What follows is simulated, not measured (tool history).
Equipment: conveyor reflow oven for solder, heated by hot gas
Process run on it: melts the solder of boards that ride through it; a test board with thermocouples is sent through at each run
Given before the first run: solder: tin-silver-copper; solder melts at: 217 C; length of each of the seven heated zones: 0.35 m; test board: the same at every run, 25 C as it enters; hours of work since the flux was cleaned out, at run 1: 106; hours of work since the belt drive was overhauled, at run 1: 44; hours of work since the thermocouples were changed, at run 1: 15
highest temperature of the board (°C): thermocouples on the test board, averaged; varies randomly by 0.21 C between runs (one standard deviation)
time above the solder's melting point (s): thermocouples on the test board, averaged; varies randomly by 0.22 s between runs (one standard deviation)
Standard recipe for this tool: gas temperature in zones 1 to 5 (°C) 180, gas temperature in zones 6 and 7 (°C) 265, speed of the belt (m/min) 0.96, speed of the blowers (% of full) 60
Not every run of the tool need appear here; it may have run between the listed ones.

run     day  gas temperature in zones 1 to 5 (°C)  gas temperature in zones 6 and 7 (°C)  speed of the belt (m/min)  speed of the blowers (% of full)  hours of work since the flux was cleaned out  hours of work since the belt drive was overhauled  hours of work since the thermocouples were changed  highest temperature of the board (°C)  time above the solder's melting point (s)
  1       0                                   180                                    265                       0.96                                60                                           106                                                 44                                                  15                                  242.1                                       27.8
  2   0.517                                   180                                    265                       0.96                                60                                           116                                                 53                                                  24                                  242.3                                       27.5
  3   0.954                                   180                                    276                       0.96                                60                                           124                                                 61                                                  32                                  250.7                                       32.1
  4   1.492                                   180                                    276                       0.96                                60                                           133                                                 71                                                  42                                  250.9                                       31.8
  5   2.142                                   180                                    276                       0.96                                60                                           145                                                 83                                                  54                                  251.1                                       31.7
  6   2.612                                   180                                    276                       0.96                                60                                           154                                                 91                                                  62                                  250.9                                       31.8
  7   2.904                                   180                                    276                       0.96                                60                                           159                                                 97                                                  68                                  250.5                                         32
  8   3.333                                   180                                    276                       0.96                                60                                           167                                                104                                                  75                                  250.9                                         32
      3.717  -- flux residue cleaned out of gas plates and filters
  9   4.208                                   180                                    268                       0.96                                60                                             9                                                116                                                  87                                  244.5                                       29.2
 10   4.858                                   180                                    268                       0.96                                60                                            21                                                128                                                  99                                  244.7                                       28.9
 11   5.338                                   180                                    276                       0.96                                60                                            29                                                137                                                 108                                  250.6                                       32.2
 12   5.888                                   180                                    265                       0.96                                58                                            39                                                147                                                 118                                  241.1                                       26.9
 13   6.396                                   187                                    274                      1.121                                84                                            49                                                156                                                 127                                  254.5                                       30.9
 14   7.021                                   180                                    257                      0.829                                67                                            60                                                168                                                 139                                  243.2                                       34.8
 15   7.625                                   187                                    265                      0.802                                61                                            71                                                179                                                 150                                  250.3                                       41.1
 16   8.108                                   187                                    265                      0.852                                69                                            80                                                187                                                 158                                    251                                       39.5
 17   8.454                                   180                                    264                      0.827                                53                                            86                                                194                                                 165                                  243.6                                       33.1
 18   9.133                                   192                                    265                      1.114                                69                                            98                                                206                                                 177                                  243.3                                         27
 19   9.454                                   192                                    265                      1.114                                69                                           104                                                212                                                 183                                  243.9                                       26.9
 20  10.029                                   192                                    265                      1.114                                69                                           115                                                222                                                 193                                  243.7                                         27
 21  10.379                                   192                                    265                      1.114                                69                                           121                                                229                                                 200                                  243.3                                       26.9
 22  10.821                                   170                                    265                      0.876                                69                                           129                                                237                                                 208                                  246.8                                       31.9
 23  11.512                                   170                                    265                      0.911                                69                                           142                                                249                                                 220                                  245.7                                       29.8

Entry by entry between the runs, the difference in hidden state between the last listed run before and the first listed run after:
In the gap between runs 8 and 9: flux residue cleaned out of gas plates and filters (day 3.717)
  heat that the gas passes to the board, % of a clean oven's: 99.5 -> 99.9

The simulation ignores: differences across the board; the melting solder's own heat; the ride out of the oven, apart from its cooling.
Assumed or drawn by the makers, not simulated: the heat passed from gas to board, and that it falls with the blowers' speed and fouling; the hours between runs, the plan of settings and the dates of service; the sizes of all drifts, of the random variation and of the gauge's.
